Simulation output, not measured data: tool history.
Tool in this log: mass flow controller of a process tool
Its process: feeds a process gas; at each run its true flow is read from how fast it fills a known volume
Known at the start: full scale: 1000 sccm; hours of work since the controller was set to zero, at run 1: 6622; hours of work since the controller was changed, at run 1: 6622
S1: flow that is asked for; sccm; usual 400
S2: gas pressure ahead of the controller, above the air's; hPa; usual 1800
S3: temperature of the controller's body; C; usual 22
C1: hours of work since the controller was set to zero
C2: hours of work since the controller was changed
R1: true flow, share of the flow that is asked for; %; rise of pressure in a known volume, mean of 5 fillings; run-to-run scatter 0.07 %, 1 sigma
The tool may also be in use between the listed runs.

run      day   S1    S2  S3    C1    C2      R1
  1    0.000  400  1800  22  6622  6622  103.59
       1.950  -- controller exchanged for a calibrated one
  2   15.708  400  1800  22   213   213   98.32
  3   31.825  400  1800  22   462   462   98.57
  4   47.079  400  1800  22   698   698   98.77
  5   54.950  400  1800  22   820   820   98.87
  6   64.479  400  1800  22   967   967   98.98
  7   73.192  464  1800  22  1102  1102   99.28
  8   84.796  678  1800  22  1282  1282  100.07
  9   96.254  678  1800  22  1459  1459  100.09
 10  111.438  400  1800  22  1694  1694   99.64
 11  121.004  400  1800  22  1842  1842   99.87
 12  136.146  400  1800  22  2076  2076  100.05
 13  147.908  400  1800  22  2258  2258  100.23
 14  155.325  400  1800  22  2373  2373  100.17
 15  164.754  400  1800  22  2519  2519  100.45
 16  176.608  400  1800  25  2702  2702  100.67
 17  189.358  400  1800  25  2899  2899  101.03
 18  204.533  400  1800  25  3134  3134  101.19
 19  213.754  400  1800  25  3277  3277  101.15
 20  221.104  400  1800  25  3391  3391  101.39
 21  232.538  400  1800  25  3567  3567  101.41
 22  248.112  215  1800  22  3808  3808  102.16
 23  261.896  400  1800  39  4022  4022  102.70
 24  273.138  400  2690  39  4196  4196  102.13
 25  285.379  400  2690  39  4385  4385  102.36
 26  294.879  385  1420  20  4532  4532  102.41
 27  306.558  420  2270  25  4713  4713  102.30
 28  316.454  420  2270  25  4866  4866  102.32
 29  330.354  420  2270  25  5081  5081  102.56
 30  344.738  420  2270  25  5303  5303  102.72
 31  357.654  400  1800  23  5503  5503  103.12
 32  366.158  400  1400  21  5635  5635  103.41
 33  377.062  171  2620  22  5804  5804  104.39
 34  388.904  254  1580  27  5987  5987  104.36
 35  398.342  149  1530  25  6133  6133  106.15
 36  412.308  288  2620  26  6349  6349  103.79
 37  420.342  414  1700  37  6473  6473  104.69
     432.079  -- controller exchanged for a calibrated one
 38  435.133  414  1700  37    47    47   98.87
 39  450.492  414  1700  37   285   285   99.19
 40  465.138  985  2080  27   511   511  100.23
 41  478.783  985  2080  27   723   723  100.46
 42  490.425  180  1490  22   903   903   98.72
 43  505.446  180  1490  22  1135  1135   99.16
 44  516.567  613  2160  32  1307  1307  100.11
 45  529.804  613  2160  32  1512  1512  100.29
 46  541.008  115  1740  29  1685  1685  100.37
 47  556.638  115  1740  29  1927  1927  100.70
 48  571.021  211  1740  29  2150  2150  100.37
 49  579.162  389  1960  22  2276  2276  100.11

Each row is a separate what-if for the run after 49, all from the same tool condition, not one after another. Results?
  A  591.550  430  1960  23  2467  2467   ?
  B  591.550  164  1800  23  2467  2467   ?
  C  591.550  884  1480  31  2467  2467   ?

run      R1
  A  100.23
  B  100.65
  C  101.95
What these runs would have given with no unlogged condition in the tool:
run      R1
  A   98.09
  B   97.26
  C  100.20
